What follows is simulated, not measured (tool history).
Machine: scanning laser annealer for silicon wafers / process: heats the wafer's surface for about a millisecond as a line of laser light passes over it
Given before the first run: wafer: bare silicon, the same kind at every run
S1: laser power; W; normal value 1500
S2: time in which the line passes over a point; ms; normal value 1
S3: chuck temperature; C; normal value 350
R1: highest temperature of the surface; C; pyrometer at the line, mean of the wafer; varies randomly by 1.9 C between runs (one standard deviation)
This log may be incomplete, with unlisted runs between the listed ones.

run     day    S1    S2   S3    R1
  1       0  1500     1  350  1174
  2   0.308  1500     1  350  1177
  3   0.546  1500     1  350  1174
  4   0.767  1500     1  350  1177
  5   0.938  1500     1  350  1173
  6   1.225  1500     1  350  1174
  7   1.483  1500     1  350  1178
  8   1.717  1500     1  350  1172
  9   1.979  1500     1  350  1174
 10   2.388  1500     1  350  1174
 11   2.671  1500  1.23  350  1281
 12   2.954  1500  1.23  350  1280
 13   3.158  1500  1.23  350  1281
 14   3.442  1500  1.23  350  1281
 15   3.846  1500     1  350  1173
 16   4.175  1500     1  350  1175
 17   4.529  1500     1  350  1177
 18   4.912  1490     1  350  1172
 19     5.1  1500     1  350  1175
 20   5.454  1500     1  365  1192
 21   5.788  1500     1  365  1190
 22   6.129  1500     1  365  1191
 23   6.308  1602  0.77  350  1105
 24   6.542  1602  0.77  350  1107
 25   6.879  1602  0.77  350  1107
 26   7.092  1424  1.18  312  1178
 27   7.292  1424  1.18  312  1180
 28   7.504  1424  1.18  312  1177
 29   7.767  1424  1.18  312  1178
 30   7.954  1500     1  340  1160
 31   8.267  1500     1  340  1165
 32   8.646  1500     1  340  1165
 33   8.871  1395  1.07  342  1144
 34   9.171  1508     1  376  1206
 35   9.533  1346  0.73  380  1000
 36     9.9  1548  0.77  326  1057
 37  10.129  1338   0.9  381  1076
 38  10.375  1431     1  350  1140
 39  10.758  1431  0.72  379  1030
 40  11.104  1431  0.72  379  1032

Below are 5 alternative next runs, each starting from the tool's condition after run 40. Predict each:
  A  11.492  1500  0.91  341   ?
  B  11.492  1441  0.72  348   ?
  C  11.492  1585  0.95  350   ?
  D  11.492  1431  1.07  379   ?
  E  11.492  1492  1.07  341   ?

run    R1
  A  1121
  B  1005
  C  1197
  D  1199
  E  1195
Without the tool's hidden state the same runs would have given:
run    R1
  A  1121
  B  1005
  C  1197
  D  1200
  E  1196
